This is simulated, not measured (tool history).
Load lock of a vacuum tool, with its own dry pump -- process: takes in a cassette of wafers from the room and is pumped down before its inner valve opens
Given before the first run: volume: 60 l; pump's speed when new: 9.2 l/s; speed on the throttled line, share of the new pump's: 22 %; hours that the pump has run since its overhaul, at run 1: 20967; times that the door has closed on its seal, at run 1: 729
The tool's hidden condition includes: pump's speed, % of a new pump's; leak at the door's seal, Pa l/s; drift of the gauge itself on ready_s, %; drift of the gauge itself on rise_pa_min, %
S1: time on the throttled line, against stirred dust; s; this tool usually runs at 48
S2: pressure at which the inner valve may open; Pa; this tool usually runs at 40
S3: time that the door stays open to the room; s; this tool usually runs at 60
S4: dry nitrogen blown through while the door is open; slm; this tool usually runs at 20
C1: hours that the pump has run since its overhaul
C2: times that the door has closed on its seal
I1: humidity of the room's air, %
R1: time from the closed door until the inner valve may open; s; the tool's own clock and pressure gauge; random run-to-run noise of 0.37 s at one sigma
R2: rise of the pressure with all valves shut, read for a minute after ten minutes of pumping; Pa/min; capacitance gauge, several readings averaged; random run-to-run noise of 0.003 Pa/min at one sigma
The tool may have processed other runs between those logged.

run 1 hour=0 | S1=48 S2=40 S3=60 S4=20 | C1=20967 C2=729 | I1=41.6 | R1=93.4 R2=0.02
run 2 hour=291.1 | S1=48 S2=40 S3=60 S4=20 | C1=21259 C2=1520 | I1=45.2 | R1=94.1 R2=0.022
run 3 hour=572.5 | S1=48 S2=40 S3=60 S4=20 | C1=21540 C2=2285 | I1=43.9 | R1=93.7 R2=0.017
run 4 hour=917.3 | S1=48 S2=40 S3=60 S4=20 | C1=21885 C2=3222 | I1=45.5 | R1=93.2 R2=0.029
run 5 hour=1191 | S1=48 S2=40 S3=60 S4=20 | C1=22158 C2=3966 | I1=42.8 | R1=93.2 R2=0.026
run 6 hour=1724.6 | S1=48 S2=40 S3=60 S4=20 | C1=22692 C2=5416 | I1=43.7 | R1=94.1 R2=0.027
run 7 hour=2102.5 | S1=48 S2=40 S3=60 S4=20 | C1=23070 C2=6443 | I1=40.3 | R1=93.9 R2=0.029
run 8 hour=2344 | S1=48 S2=40 S3=60 S4=20 | C1=23311 C2=7099 | I1=41.3 | R1=93.8 R2=0.029
run 9 hour=2680.1 | S1=48 S2=40 S3=60 S4=20 | C1=23648 C2=8013 | I1=46.6 | R1=93.6 R2=0.033
run 10 hour=3130.9 | S1=48 S2=40 S3=60 S4=20 | C1=24098 C2=9238 | I1=44.5 | R1=94.2 R2=0.034
run 11 hour=3705.7 | S1=48 S2=40 S3=60 S4=20 | C1=24673 C2=10800 | I1=43.6 | R1=94.3 R2=0.033
-- hour=3904.2 dry pump taken out, an overhauled one fitted
run 12 hour=4128.8 | S1=48 S2=40 S3=60 S4=20 | C1=225 C2=11934 | I1=45.3 | R1=89.5 R2=0.031
run 13 hour=4525.4 | S1=48 S2=40 S3=236 S4=20 | C1=621 C2=13011 | I1=45 | R1=89.4 R2=0.074
run 14 hour=4854.6 | S1=48 S2=40 S3=236 S4=20 | C1=950 C2=13906 | I1=49.7 | R1=89.5 R2=0.079
run 15 hour=5148.1 | S1=48 S2=40 S3=236 S4=20 | C1=1244 C2=14704 | I1=46.2 | R1=89.9 R2=0.077
run 16 hour=5462.4 | S1=48 S2=40 S3=236 S4=20 | C1=1558 C2=15558 | I1=43.8 | R1=90 R2=0.076
run 17 hour=5766 | S1=48 S2=40 S3=236 S4=20 | C1=1862 C2=16383 | I1=44.3 | R1=90.2 R2=0.077
run 18 hour=6038.7 | S1=48 S2=40 S3=236 S4=20 | C1=2135 C2=17124 | I1=44 | R1=89.8 R2=0.078
run 19 hour=6413.3 | S1=64 S2=40 S3=236 S4=20 | C1=2509 C2=18142 | I1=41.9 | R1=101.2 R2=0.081
run 20 hour=6773.1 | S1=64 S2=40 S3=236 S4=20 | C1=2869 C2=19120 | I1=42.5 | R1=102.5 R2=0.083
run 21 hour=7045.6 | S1=64 S2=40 S3=91 S4=4 | C1=3141 C2=19861 | I1=43.9 | R1=102.4 R2=0.073
run 22 hour=7361.1 | S1=48 S2=41 S3=60 S4=14 | C1=3457 C2=20718 | I1=47 | R1=89.8 R2=0.058

5 ways to go on from here, each from the tool as it stands after run 22. What would each give?
run A hour=7690.8 | S1=62 S2=40 S3=60 S4=20 | C1=3787 C2=21614 | I1=47.1 | R1=? R2=?
run B hour=7690.8 | S1=26 S2=40 S3=60 S4=41 | C1=3787 C2=21614 | I1=43.5 | R1=? R2=?
run C hour=7690.8 | S1=91 S2=36 S3=60 S4=8 | C1=3787 C2=21614 | I1=48.2 | R1=? R2=?
run D hour=7690.8 | S1=48 S2=40 S3=98 S4=20 | C1=3787 C2=21614 | I1=43.3 | R1=? R2=?
run E hour=7690.8 | S1=89 S2=40 S3=60 S4=20 | C1=3787 C2=21614 | I1=42.1 | R1=? R2=?

run=A R1=100.4 R2=0.056
run=B R1=72.8 R2=0.045
run=C R1=123.1 R2=0.06
run=D R1=89.6 R2=0.069
run=E R1=122.1 R2=0.054
Without the tool's hidden state the same runs would have given:
run=A R1=99 R2=0.022
run=B R1=71.2 R2=0.012
run=C R1=121.9 R2=0.026
run=D R1=88.1 R2=0.035
run=E R1=120.9 R2=0.02
